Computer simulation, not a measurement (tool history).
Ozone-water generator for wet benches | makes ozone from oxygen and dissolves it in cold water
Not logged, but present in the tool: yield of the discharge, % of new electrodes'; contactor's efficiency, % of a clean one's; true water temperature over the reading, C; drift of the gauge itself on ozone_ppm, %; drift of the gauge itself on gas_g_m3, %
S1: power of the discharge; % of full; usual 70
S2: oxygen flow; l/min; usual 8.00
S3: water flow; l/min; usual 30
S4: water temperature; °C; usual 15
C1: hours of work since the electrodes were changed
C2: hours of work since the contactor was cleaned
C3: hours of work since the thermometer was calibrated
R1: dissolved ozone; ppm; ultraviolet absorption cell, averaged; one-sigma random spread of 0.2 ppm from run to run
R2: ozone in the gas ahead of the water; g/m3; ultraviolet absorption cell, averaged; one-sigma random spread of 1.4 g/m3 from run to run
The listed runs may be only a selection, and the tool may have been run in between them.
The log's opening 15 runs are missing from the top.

run   hour  S1    S2  S3  S4   C1    C2    C3    R1     R2
 16  327.5  70  8.00  30  15  470  4047   850  26.6  261.5
 17  353.7  70  8.00  30  15  489  4066   869  26.6  259.7
 18  371.0  70  8.00  30  15  501  4078   882  26.5  259.1
 19  397.5  70  8.00  30  15  521  4098   901  26.5  259.7
 20  425.9  65  8.55  30  15  542  4118   922  25.4  237.5
 21  438.8  56  5.19  24  15  551  4128   931  25.2  267.9
 22  451.4  64  4.78  27  19  560  4137   940  23.8  305.9
 23  472.4  70  6.88  30  15  575  4152   956  25.8  279.0
 24  501.1  70  6.88  30  15  596  4173   977  25.8  278.2
 25  531.5  70  6.88  30  23  619  4195   999  23.2  275.2
 26  546.0  70  9.85  30  23  629  4206  1009  23.6  236.6
 27  566.7  70  9.85  30  23  644  4221  1025  23.7  235.1
 28  584.3  70  9.85  30  14  657  4234  1037  27.4  237.1
 29  597.7  71  8.00  33  12  667  4244  1047  25.7  260.3
 30  611.1  63  8.00  40  15  677  4254  1057  19.3  239.4

Run 31, settings as shown, results not yet in. Your forecast:
 31  640.0  70  8.00  38  15  698  4275  1078   ?   ?

{"run 31": {"R1": 21.7, "R2": 259.8}}
If the tool had no hidden condition, the same run with the same run-to-run variation would have returned R1 24.5 ppm, R2 266.1 g/m3.

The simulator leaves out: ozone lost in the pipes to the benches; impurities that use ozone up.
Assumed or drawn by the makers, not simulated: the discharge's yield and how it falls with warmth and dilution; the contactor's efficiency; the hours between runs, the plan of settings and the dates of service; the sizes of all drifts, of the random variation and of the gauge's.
